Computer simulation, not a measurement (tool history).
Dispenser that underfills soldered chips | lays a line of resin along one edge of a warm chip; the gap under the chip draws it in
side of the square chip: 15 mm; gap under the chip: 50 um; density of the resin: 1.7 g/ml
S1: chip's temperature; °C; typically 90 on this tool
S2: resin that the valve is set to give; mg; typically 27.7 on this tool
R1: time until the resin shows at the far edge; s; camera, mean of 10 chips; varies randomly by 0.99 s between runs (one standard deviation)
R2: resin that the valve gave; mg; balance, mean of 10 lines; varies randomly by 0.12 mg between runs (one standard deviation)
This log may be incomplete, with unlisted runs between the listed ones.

| run | hour | S1 | S2 | R1 | R2 |
|---|---|---|---|---|---|
| 1 | 0 | 90 | 27.7 | 119.1 | 25.63 |
| 2 | 5.2 | 90 | 27.7 | 166.2 | 25.65 |
|  | 7.2 | new syringe of resin |
|  | 8.6 | dispensing valve cleaned and set on the balance |
| 3 | 13 | 90 | 27.7 | 126.8 | 27.41 |
| 4 | 18.2 | 90 | 27.7 | 169.4 | 27.52 |
|  | 19.1 | new syringe of resin |
| 5 | 23.3 | 90 | 27.7 | 121.8 | 27.27 |
|  | 30 | new syringe of resin |
| 6 | 30 | 90 | 31.9 | 93.2 | 31.52 |
| 7 | 34.7 | 90 | 31.9 | 127.4 | 31.28 |
| 8 | 38.1 | 80 | 27.7 | 229.5 | 27.05 |
|  | 40.9 | new syringe of resin |
| 9 | 42.7 | 80 | 27.7 | 157.7 | 27.13 |
| 10 | 48.8 | 80 | 27.7 | 221.1 | 27.14 |
|  | 51.7 | new syringe of resin |
| 11 | 52.5 | 80 | 27.7 | 149.9 | 26.92 |
| 12 | 58.7 | 103 | 27.7 | 91.2 | 26.85 |
|  | 62.8 | new syringe of resin |
| 13 | 63.4 | 103 | 27.7 | 61.9 | 26.84 |
| 14 | 66.9 | 90 | 31.5 | 118 | 30.62 |
| 15 | 71.6 | 90 | 31.5 | 156.3 | 30.54 |
|  | 73.9 | new syringe of resin |
| 16 | 76.4 | 86 | 27.7 | 134.5 | 26.55 |
| 17 | 80.8 | 103 | 27.7 | 92.5 | 26.57 |
| 18 | 83.9 | 103 | 32 | 107.8 | 30.39 |
|  | 84.6 | new syringe of resin |
| 19 | 88.2 | 103 | 32 | 72.4 | 30.6 |
| 20 | 92.4 | 103 | 32 | 94.6 | 30.22 |
|  | 95.9 | new syringe of resin |
| 21 | 98.5 | 103 | 32 | 69.9 | 30.28 |
| 22 | 102.6 | 76 | 33.3 | 241.8 | 31.31 |
|  | 106.6 | new syringe of resin |
| 23 | 106.6 | 91 | 25.3 | 99.5 | 23.67 |
| 24 | 112.8 | 91 | 25.3 | 141.4 | 23.67 |
| 25 | 116.5 | 91 | 25.3 | 177.3 | 23.49 |
|  | 117.6 | new syringe of resin |
| 26 | 122.1 | 80 | 35.9 | 180.8 | 33.18 |
|  | 128.6 | new syringe of resin |
| 27 | 128.6 | 87 | 25.9 | 113.6 | 24.18 |
| 28 | 134.7 | 91 | 24.8 | 145.6 | 23.18 |
|  | 139.3 | new syringe of resin |
| 29 | 140.9 | 76 | 35.8 | 176 | 32.89 |
| 30 | 145 | 93 | 35.5 | 117.1 | 32.23 |
|  | 148.8 | dispensing valve cleaned and set on the balance |
| 31 | 150.5 | 88 | 25.8 | 190 | 25.77 |
|  | 151.2 | new syringe of resin |
| 32 | 153.9 | 91 | 31.3 | 108.9 | 31.19 |
| 33 | 157 | 91 | 31.3 | 132.1 | 31 |
| 34 | 159.9 | 91 | 31.3 | 155.3 | 31.01 |
|  | 162 | new syringe of resin |
| 35 | 163.4 | 91 | 31.3 | 99.1 | 31.06 |

Table of differences, measured result less the result of that run with no hidden state. Run-to-run variation is the same in both. Gauge scatter possibly is not:
Unlogged tool condition in this case: resin's viscosity, % of fresh resin's; dose that the valve gives, % of what is set; true chip temperature over the reading, C; drift of the gauge itself on fill_s, %; drift of the gauge itself on given_mg, %.
| run | R1 | R2 |
|---|---|---|
| 1 | +25.6 | -2.12 |
| 2 | +70.3 | -2.21 |
| 3 | +30.6 | -0.13 |
| 4 | +75 | -0.23 |
| 5 | +27.3 | -0.32 |
| 6 | +1.8 | -0.48 |
| 7 | +33 | -0.58 |
| 8 | +90.1 | -0.56 |
| 9 | +17.7 | -0.64 |
| 10 | +84.7 | -0.73 |
| 11 | +10.7 | -0.79 |
| 12 | +32.3 | -0.9 |
| 13 | +2.9 | -0.99 |
| 14 | +26.7 | -1.18 |
| 15 | +64.5 | -1.28 |
| 16 | +22.2 | -1.2 |
| 17 | +32.7 | -1.28 |
| 18 | +49.5 | -1.53 |
| 19 | +14.7 | -1.62 |
| 20 | +35.7 | -1.69 |
| 21 | +11.8 | -1.8 |
| 22 | +84 | -1.97 |
| 23 | +5.3 | -1.54 |
| 24 | +48.7 | -1.66 |
| 25 | +83.6 | -1.71 |
| 26 | +44.5 | -2.54 |
| 27 | +6.1 | -1.95 |
| 28 | +50 | -1.97 |
| 29 | +17.9 | -2.96 |
| 30 | +34.2 | -2.99 |
| 31 | +86.6 | -0.05 |
| 32 | +19.3 | -0.13 |
| 33 | +41.7 | -0.19 |
| 34 | +65.6 | -0.24 |
| 35 | +9.9 | -0.31 |

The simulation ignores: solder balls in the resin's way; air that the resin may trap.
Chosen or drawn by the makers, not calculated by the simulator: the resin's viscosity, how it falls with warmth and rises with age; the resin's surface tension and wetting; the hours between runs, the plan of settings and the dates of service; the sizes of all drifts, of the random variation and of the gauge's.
